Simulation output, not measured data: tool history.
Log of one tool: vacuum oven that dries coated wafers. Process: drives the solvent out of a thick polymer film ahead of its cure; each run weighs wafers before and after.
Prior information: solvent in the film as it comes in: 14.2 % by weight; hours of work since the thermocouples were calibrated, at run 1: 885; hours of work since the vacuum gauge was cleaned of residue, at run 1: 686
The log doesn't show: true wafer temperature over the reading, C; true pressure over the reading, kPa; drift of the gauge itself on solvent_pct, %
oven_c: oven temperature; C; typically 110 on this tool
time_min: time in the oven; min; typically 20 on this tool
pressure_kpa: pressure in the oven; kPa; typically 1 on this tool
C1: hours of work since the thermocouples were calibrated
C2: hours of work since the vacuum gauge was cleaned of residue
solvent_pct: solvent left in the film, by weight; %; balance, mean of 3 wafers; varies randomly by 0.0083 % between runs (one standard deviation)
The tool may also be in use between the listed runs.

{"run": 1, "hour": 0.0, "oven_c": 110, "time_min": 20, "pressure_kpa": 1, "C1": 885, "C2": 686, "solvent_pct": 1.285}
{"run": 2, "hour": 29.6, "oven_c": 110, "time_min": 20, "pressure_kpa": 1, "C1": 908, "C2": 709, "solvent_pct": 1.263}
{"run": 3, "hour": 49.3, "oven_c": 110, "time_min": 20, "pressure_kpa": 1, "C1": 923, "C2": 724, "solvent_pct": 1.276}
{"run": 4, "hour": 66.0, "oven_c": 110, "time_min": 20, "pressure_kpa": 1, "C1": 936, "C2": 737, "solvent_pct": 1.261}
{"run": 5, "hour": 90.6, "oven_c": 110, "time_min": 20, "pressure_kpa": 1, "C1": 955, "C2": 756, "solvent_pct": 1.265}
{"run": 6, "hour": 107.2, "oven_c": 110, "time_min": 20, "pressure_kpa": 0.59, "C1": 968, "C2": 769, "solvent_pct": 1.143}
{"run": 7, "hour": 121.5, "oven_c": 110, "time_min": 20, "pressure_kpa": 0.59, "C1": 979, "C2": 780, "solvent_pct": 1.154}
{"run": 8, "hour": 138.5, "oven_c": 110, "time_min": 20, "pressure_kpa": 0.59, "C1": 992, "C2": 794, "solvent_pct": 1.154}
{"run": 9, "hour": 166.5, "oven_c": 110, "time_min": 20, "pressure_kpa": 0.59, "C1": 1014, "C2": 815, "solvent_pct": 1.134}
{"run": 10, "hour": 197.3, "oven_c": 103, "time_min": 20, "pressure_kpa": 1, "C1": 1038, "C2": 839, "solvent_pct": 2.046}
{"run": 11, "hour": 226.3, "oven_c": 103, "time_min": 20, "pressure_kpa": 1, "C1": 1061, "C2": 862, "solvent_pct": 2.043}
{"run": 12, "hour": 246.5, "oven_c": 110, "time_min": 20, "pressure_kpa": 1, "C1": 1076, "C2": 877, "solvent_pct": 1.258}
{"run": 13, "hour": 268.2, "oven_c": 110, "time_min": 20, "pressure_kpa": 1, "C1": 1093, "C2": 894, "solvent_pct": 1.248}
{"run": 14, "hour": 284.9, "oven_c": 110, "time_min": 20, "pressure_kpa": 1, "C1": 1106, "C2": 907, "solvent_pct": 1.244}
{"run": 15, "hour": 306.7, "oven_c": 110, "time_min": 27, "pressure_kpa": 1, "C1": 1123, "C2": 924, "solvent_pct": 0.717}
{"run": 16, "hour": 336.6, "oven_c": 110, "time_min": 27, "pressure_kpa": 1, "C1": 1146, "C2": 948, "solvent_pct": 0.715}
{"run": 17, "hour": 361.6, "oven_c": 110, "time_min": 20, "pressure_kpa": 1, "C1": 1166, "C2": 967, "solvent_pct": 1.229}
{"run": 18, "hour": 386.8, "oven_c": 110, "time_min": 21, "pressure_kpa": 1, "C1": 1185, "C2": 987, "solvent_pct": 1.115}
{"run": 19, "hour": 415.8, "oven_c": 110, "time_min": 21, "pressure_kpa": 1, "C1": 1208, "C2": 1009, "solvent_pct": 1.126}
{"run": 20, "hour": 441.3, "oven_c": 110, "time_min": 35, "pressure_kpa": 1, "C1": 1228, "C2": 1029, "solvent_pct": 0.474}
{"run": 21, "hour": 466.9, "oven_c": 110, "time_min": 35, "pressure_kpa": 1, "C1": 1248, "C2": 1049, "solvent_pct": 0.476}
{"run": 22, "hour": 485.2, "oven_c": 110, "time_min": 35, "pressure_kpa": 1, "C1": 1262, "C2": 1063, "solvent_pct": 0.468}
{"run": 23, "hour": 518.1, "oven_c": 110, "time_min": 35, "pressure_kpa": 1, "C1": 1287, "C2": 1089, "solvent_pct": 0.464}
{"run": 24, "hour": 540.7, "oven_c": 104, "time_min": 35, "pressure_kpa": 2.45, "C1": 1305, "C2": 1106, "solvent_pct": 1.273}
{"run": 25, "hour": 565.7, "oven_c": 105, "time_min": 14, "pressure_kpa": 0.52, "C1": 1324, "C2": 1126, "solvent_pct": 2.813}
{"run": 26, "hour": 597.9, "oven_c": 97, "time_min": 14, "pressure_kpa": 1.13, "C1": 1349, "C2": 1151, "solvent_pct": 4.296}
{"run": 27, "hour": 630.0, "oven_c": 97, "time_min": 18, "pressure_kpa": 0.53, "C1": 1374, "C2": 1176, "solvent_pct": 3.068}
{"run": 28, "hour": 645.7, "oven_c": 95, "time_min": 23, "pressure_kpa": 3.04, "C1": 1387, "C2": 1188, "solvent_pct": 3.575}
{"run": 29, "hour": 669.4, "oven_c": 95, "time_min": 23, "pressure_kpa": 3.04, "C1": 1405, "C2": 1206, "solvent_pct": 3.559}
{"run": 30, "hour": 692.7, "oven_c": 116, "time_min": 20, "pressure_kpa": 0.72, "C1": 1423, "C2": 1224, "solvent_pct": 0.689}

Run 31, settings as shown, results not yet in. Your forecast:
{"run": 31, "hour": 707.3, "oven_c": 110, "time_min": 23, "pressure_kpa": 1, "C1": 1435, "C2": 1236, "solvent_pct": "?"}

solvent_pct: 0.951 %
Minus the tool's unlogged condition, the same run would have read solvent_pct 1.092 %.
